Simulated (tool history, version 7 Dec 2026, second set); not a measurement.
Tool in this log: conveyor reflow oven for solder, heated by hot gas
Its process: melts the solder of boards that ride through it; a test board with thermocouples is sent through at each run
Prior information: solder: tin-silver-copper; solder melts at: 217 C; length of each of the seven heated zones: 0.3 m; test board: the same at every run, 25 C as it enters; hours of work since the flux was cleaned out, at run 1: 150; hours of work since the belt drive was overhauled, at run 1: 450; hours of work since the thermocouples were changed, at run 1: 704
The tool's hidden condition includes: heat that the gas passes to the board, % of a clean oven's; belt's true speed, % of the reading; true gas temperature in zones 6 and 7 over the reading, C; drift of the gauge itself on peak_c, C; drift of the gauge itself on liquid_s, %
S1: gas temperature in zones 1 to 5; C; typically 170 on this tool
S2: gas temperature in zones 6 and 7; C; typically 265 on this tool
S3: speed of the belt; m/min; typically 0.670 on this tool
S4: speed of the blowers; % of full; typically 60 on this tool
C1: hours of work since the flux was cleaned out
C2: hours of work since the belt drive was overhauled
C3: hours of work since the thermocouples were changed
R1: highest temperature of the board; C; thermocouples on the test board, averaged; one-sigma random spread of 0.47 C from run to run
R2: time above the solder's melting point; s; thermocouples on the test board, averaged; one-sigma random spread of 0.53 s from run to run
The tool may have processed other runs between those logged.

run,day,S1,S2,S3,S4,C1,C2,C3,R1,R2
1,0.000,170,265,0.670,60,150,450,704,240.7,29.3
2,1.358,170,265,0.670,60,174,474,728,240.6,29.8
3,2.204,170,265,0.670,60,188,488,743,239.3,29.0
4,3.571,170,265,0.670,60,212,512,767,240.2,30.4
5,5.129,170,265,0.670,60,240,540,794,240.2,28.8
6,6.554,170,265,0.670,60,265,565,819,239.5,30.1
7,7.771,170,265,0.670,60,286,586,841,240.2,29.7
# day 8.067: thermocouples of zones 6 and 7 changed
8,9.008,170,265,0.670,60,307,607,17,240.2,30.0
9,10.158,170,265,0.670,60,327,627,37,239.8,29.2
10,11.558,170,265,0.670,60,352,652,61,239.4,30.2
11,12.329,170,265,0.670,60,365,665,75,239.9,30.4
12,13.188,170,265,0.670,60,380,680,90,240.6,29.6
13,14.038,170,265,0.543,60,395,695,105,246.9,44.6
14,15.358,170,263,0.596,60,419,718,128,242.2,36.5
15,16.033,170,263,0.596,60,430,730,140,243.3,37.0
16,17.146,170,267,0.782,60,450,750,160,235.6,20.2
# day 17.579: flux residue cleaned out of gas plates and filters
17,18.392,170,265,0.670,70,14,768,178,244.6,32.6
18,19.192,174,278,0.636,67,28,782,192,255.8,43.3
19,20.562,179,265,0.705,67,52,806,216,243.2,33.1
20,21.646,179,265,0.705,67,72,826,235,242.7,32.1
21,22.854,158,280,0.705,67,93,847,257,249.5,32.1
22,23.996,158,280,0.705,67,113,867,277,249.3,31.8
23,25.542,180,280,0.705,78,140,894,304,258.7,41.5
24,26.221,180,280,0.705,78,152,906,316,258.5,41.6
25,27.454,162,280,0.705,78,174,928,338,254.2,35.3
26,28.321,184,265,0.670,60,189,943,353,243.0,35.3

5 ways to go on from here, each from the tool as it stands after run 26. What would each give?
A,29.888,157,265,0.670,60,217,971,380,?,?
B,29.888,184,265,0.670,65,217,971,380,?,?
C,29.888,156,263,0.670,63,217,971,380,?,?
D,29.888,170,262,0.670,60,217,971,380,?,?
E,29.888,181,279,0.670,60,217,971,380,?,?

run,R1,R2
A,236.8,25.1
B,245.2,37.4
C,236.4,24.5
D,237.6,28.2
E,253.0,41.9
With the hidden condition removed and each run's random variation left untouched, the same runs would have given:
run,R1,R2
A,237.0,25.2
B,245.3,37.5
C,236.5,24.6
D,237.7,28.3
E,253.1,41.9
